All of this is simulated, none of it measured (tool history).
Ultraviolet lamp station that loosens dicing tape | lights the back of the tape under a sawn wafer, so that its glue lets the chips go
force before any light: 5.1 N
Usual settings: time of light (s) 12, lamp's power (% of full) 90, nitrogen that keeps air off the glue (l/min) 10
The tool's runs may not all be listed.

run	hour	time of light (s)	lamp's power (% of full)	nitrogen that keeps air off the glue (l/min)	force that peels the tape off (N)	light that reached the tape (J/m2)
1	0	12	90	10	0.227	2950
2	95	12	90	10	0.257	2900
3	159.7	12	90	10	0.253	2830
# hour 229.7: window cleaned of glue's vapour
4	236.8	12	91	10	0.228	3100
5	309.9	12	91	10	0.227	3020
6	398.8	12	91	10	0.242	2960
7	455.7	12	91	10	0.244	2910
8	540.2	12	90	4	0.42	2770
9	630	12	90	4	0.445	2680
10	685.6	12	90	4	0.445	2620
11	739.1	12	78	10	0.382	2260
12	810.7	6	83	11	1.174	1170
13	894.5	12	90	6	0.441	2430
14	938.2	12	90	6	0.44	2400
15	1012.1	12	90	6	0.457	2350
16	1083.3	7	66	11	1.457	990
17	1142.1	14	66	4	0.822	1920
18	1243.2	14	66	4	0.864	1880
# hour 1272.1: lamp changed
19	1323.9	14	66	4	0.4	2820
# hour 1389.9: window cleaned of glue's vapour
20	1400.6	14	66	4	0.346	3040
21	1484.6	21	90	10	0.142	6140
22	1534.3	13	61	11	0.297	2540

5 ways to go on from here, each from the tool as it stands after run 22. What would each give?
A	1576.5	8	89	10	?	?
B	1576.5	14	78	13	?	?
C	1576.5	12	62	10	?	?
D	1576.5	23	97	4	?	?
E	1576.5	12	83	3	?	?

run	force that peels the tape off (N)	light that reached the tape (J/m2)
A	0.383	2250
B	0.175	3420
C	0.361	2330
D	0.15	7060
E	0.401	3150
Without the tool's hidden state the same runs would have given:
run	force that peels the tape off (N)	light that reached the tape (J/m2)
A	0.32	2470
B	0.161	3770
C	0.303	2570
D	0.149	7770
E	0.336	3460

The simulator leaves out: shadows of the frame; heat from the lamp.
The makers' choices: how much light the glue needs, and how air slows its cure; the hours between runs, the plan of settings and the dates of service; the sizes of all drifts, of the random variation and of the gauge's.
